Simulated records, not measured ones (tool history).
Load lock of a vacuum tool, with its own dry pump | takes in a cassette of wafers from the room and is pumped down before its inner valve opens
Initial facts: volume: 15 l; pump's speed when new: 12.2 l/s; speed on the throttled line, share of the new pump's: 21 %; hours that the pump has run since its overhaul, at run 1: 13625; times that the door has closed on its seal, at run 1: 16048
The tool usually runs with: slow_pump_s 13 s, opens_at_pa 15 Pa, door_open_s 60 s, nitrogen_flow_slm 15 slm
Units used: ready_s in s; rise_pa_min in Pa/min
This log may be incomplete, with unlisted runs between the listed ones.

| run | hour | slow_pump_s | opens_at_pa | door_open_s | nitrogen_flow_slm | hours that the pump has run since its overhaul | times that the door has closed on its seal | incoming humidity of the room's air, % | ready_s | rise_pa_min |
|---|---|---|---|---|---|---|---|---|---|---|
| 1 | 0 | 13 | 15 | 60 | 15 | 13625 | 16048 | 43.1 | 23 | 0.105 |
| 2 | 234.4 | 8 | 15 | 60 | 15 | 13859 | 16381 | 41.5 | 19.1 | 0.099 |
| 3 | 590.5 | 8 | 15 | 60 | 15 | 14215 | 16887 | 43.4 | 19.1 | 0.114 |
| 4 | 1107.3 | 8 | 15 | 60 | 15 | 14732 | 17622 | 43.5 | 19.4 | 0.124 |
| 5 | 1620.5 | 8 | 15 | 60 | 15 | 15245 | 18351 | 45.3 | 19.4 | 0.124 |
| 6 | 1939.7 | 13 | 15 | 42 | 15 | 15565 | 18805 | 46.8 | 23.3 | 0.115 |
| 7 | 2417.5 | 13 | 15 | 42 | 15 | 16042 | 19484 | 46.9 | 23.2 | 0.128 |
| 8 | 2972.6 | 6 | 22 | 28 | 29 | 16597 | 20273 | 42.5 | 17.3 | 0.109 |
| 9 | 3453.6 | 6 | 26 | 28 | 7 | 17078 | 20957 | 43.5 | 17.2 | 0.125 |
| 10 | 3932.5 | 6 | 26 | 28 | 7 | 17557 | 21637 | 44.9 | 17.6 | 0.139 |

Subtracting, for every run, the result it would have given without the tool's unlogged condition from the measured result gives the following. The same run-to-run variation enters both numbers; the gauge's scatter may not:
The hidden state here: pump's speed, % of a new pump's; leak at the door's seal, Pa l/s; drift of the gauge itself on ready_s, %; drift of the gauge itself on rise_pa_min, %.
| run | ready_s | rise_pa_min |
|---|---|---|
| 1 | +1.7 | +0.048 |
| 2 | +1.9 | +0.049 |
| 3 | +1.9 | +0.051 |
| 4 | +2 | +0.056 |
| 5 | +2.1 | +0.058 |
| 6 | +2 | +0.06 |
| 7 | +2 | +0.065 |
| 8 | +2.3 | +0.07 |
| 9 | +2.4 | +0.072 |
| 10 | +2.4 | +0.077 |

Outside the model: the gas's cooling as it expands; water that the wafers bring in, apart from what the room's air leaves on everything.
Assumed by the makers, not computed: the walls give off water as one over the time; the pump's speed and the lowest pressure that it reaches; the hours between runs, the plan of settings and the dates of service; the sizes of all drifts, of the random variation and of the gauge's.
